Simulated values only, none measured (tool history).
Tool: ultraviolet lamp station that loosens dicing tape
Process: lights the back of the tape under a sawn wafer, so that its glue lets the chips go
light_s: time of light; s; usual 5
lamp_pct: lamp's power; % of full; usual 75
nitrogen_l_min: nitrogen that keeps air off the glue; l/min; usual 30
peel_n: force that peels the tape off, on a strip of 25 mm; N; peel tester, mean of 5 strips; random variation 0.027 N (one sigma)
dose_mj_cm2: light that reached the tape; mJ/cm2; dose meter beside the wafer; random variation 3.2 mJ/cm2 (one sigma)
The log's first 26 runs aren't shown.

run 27 hour=187.3 | light_s=2 lamp_pct=100 nitrogen_l_min=18 | peel_n=4.5 dose_mj_cm2=249
run 28 hour=192.1 | light_s=3 lamp_pct=79 nitrogen_l_min=33 | peel_n=2.972 dose_mj_cm2=291
run 29 hour=198.9 | light_s=3 lamp_pct=72 nitrogen_l_min=19 | peel_n=3.997 dose_mj_cm2=266
run 30 hour=206.7 | light_s=4 lamp_pct=64 nitrogen_l_min=10 | peel_n=4.225 dose_mj_cm2=316
run 31 hour=212.3 | light_s=6 lamp_pct=75 nitrogen_l_min=30 | peel_n=1.084 dose_mj_cm2=557
run 32 hour=218.3 | light_s=5 lamp_pct=98 nitrogen_l_min=30 | peel_n=0.882 dose_mj_cm2=603
run 33 hour=224.1 | light_s=2 lamp_pct=88 nitrogen_l_min=23 | peel_n=4.423 dose_mj_cm2=213
run 34 hour=230.1 | light_s=5 lamp_pct=88 nitrogen_l_min=40 | peel_n=0.96 dose_mj_cm2=535
run 35 hour=234.6 | light_s=5 lamp_pct=88 nitrogen_l_min=40 | peel_n=0.954 dose_mj_cm2=540
run 36 hour=242.1 | light_s=2 lamp_pct=66 nitrogen_l_min=25 | peel_n=5.45 dose_mj_cm2=162
run 37 hour=250.1 | light_s=5 lamp_pct=85 nitrogen_l_min=37 | peel_n=1.089 dose_mj_cm2=517
run 38 hour=255.3 | light_s=2 lamp_pct=85 nitrogen_l_min=30 | peel_n=4.316 dose_mj_cm2=204
run 39 hour=259.7 | light_s=10 lamp_pct=65 nitrogen_l_min=10 | peel_n=1.181 dose_mj_cm2=785
run 40 hour=263.9 | light_s=3 lamp_pct=63 nitrogen_l_min=15 | peel_n=5.02 dose_mj_cm2=228
run 41 hour=268 | light_s=3 lamp_pct=63 nitrogen_l_min=12 | peel_n=5.175 dose_mj_cm2=228
run 42 hour=277 | light_s=3 lamp_pct=63 nitrogen_l_min=12 | peel_n=5.281 dose_mj_cm2=226
run 43 hour=284.3 | light_s=3 lamp_pct=63 nitrogen_l_min=20 | peel_n=4.606 dose_mj_cm2=228

Forecast run 44:
run 44 hour=291.9 | light_s=5 lamp_pct=92 nitrogen_l_min=14 | peel_n=? dose_mj_cm2=?

peel_n: 1.849 N
dose_mj_cm2: 547 mJ/cm2
Without the tool's hidden state the same run would have given peel_n 1.504 N, dose_mj_cm2 615 mJ/cm2.

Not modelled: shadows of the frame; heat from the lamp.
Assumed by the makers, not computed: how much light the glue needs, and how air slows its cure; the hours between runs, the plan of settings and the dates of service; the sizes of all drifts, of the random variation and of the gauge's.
